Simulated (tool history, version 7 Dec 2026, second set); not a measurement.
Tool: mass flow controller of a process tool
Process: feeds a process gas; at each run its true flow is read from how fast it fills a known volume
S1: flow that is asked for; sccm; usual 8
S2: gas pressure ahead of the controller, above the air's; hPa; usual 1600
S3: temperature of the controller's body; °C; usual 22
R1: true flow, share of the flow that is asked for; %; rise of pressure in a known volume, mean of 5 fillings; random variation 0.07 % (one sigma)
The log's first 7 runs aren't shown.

run	hour	S1	S2	S3	R1
8	494.7	8	1600	33	97.51
9	557.7	8	1600	22	98.5
10	622.9	8	2570	22	98.42
11	702.3	11	2570	22	98.8
12	763	8	1600	25	98.21
13	838.7	8	1600	25	98.1
14	904.5	18	1600	25	99.37
15	995.9	18	1600	25	99.25
16	1040.1	3	1680	22	97.4
17	1096.4	3	1680	22	97.7
18	1175.1	5	2430	29	97.21
19	1241.9	4	2420	26	97.27
20	1315.7	8	1640	35	97.23
21	1374.6	4	1410	35	96.73
# hour 1380.9: controller's zero set anew
22	1443.9	11	1600	22	98.66
23	1489.7	6	1660	22	98.03
24	1550.3	4	1450	26	97.3
25	1601.7	8	1470	38	97.04
26	1647.3	6	1600	25	97.73
# hour 1700.5: controller's zero set anew, once more
27	1734.1	6	2570	28	97.61
28	1820.5	15	1680	30	98.6
29	1909.4	15	1680	30	98.51
30	1953.2	15	1680	30	98.69

Forecast each of these 4 alternatives for the next run:
A	2004.4	10	1680	30	?
B	2004.4	6	2760	27	?
C	2004.4	8	1500	37	?
D	2004.4	11	2500	26	?

run	R1
A	97.99
B	97.63
C	97.23
D	98.17
Without the tool's hidden state the same runs would have given:
run	R1
A	98.55
B	98.24
C	97.81
D	98.72
